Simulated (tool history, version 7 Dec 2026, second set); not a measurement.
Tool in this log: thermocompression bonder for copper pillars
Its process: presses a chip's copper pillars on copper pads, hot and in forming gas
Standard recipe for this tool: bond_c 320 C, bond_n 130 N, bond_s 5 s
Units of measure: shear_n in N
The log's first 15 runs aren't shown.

run,hour,bond_c,bond_n,bond_s,shear_n
# hour 993.4: forming gas filter changed
16,998.9,320,130,3,63.7
17,1063.2,320,130,3,61.8
18,1146.4,320,130,3,60.6
19,1223.9,320,130,3,58.4
# hour 1280.1: forming gas filter changed
20,1301.3,320,130,3,61.2
21,1345.9,308,167,3,59.7
22,1388.6,308,167,3,58.2
# hour 1429.6: heater calibrated with a thermocouple chip
23,1476.7,318,188,5,81.9
24,1527.9,318,188,5,80.4

Run 25 has not been measured yet. What should we expect?
# hour 1565.0: forming gas filter changed
25,1600.1,302,81,13,?

shear_n: 63.6 N
Were there no unlogged condition in the tool, this run, its random variation unchanged, would have produced shear_n 66.9 N.

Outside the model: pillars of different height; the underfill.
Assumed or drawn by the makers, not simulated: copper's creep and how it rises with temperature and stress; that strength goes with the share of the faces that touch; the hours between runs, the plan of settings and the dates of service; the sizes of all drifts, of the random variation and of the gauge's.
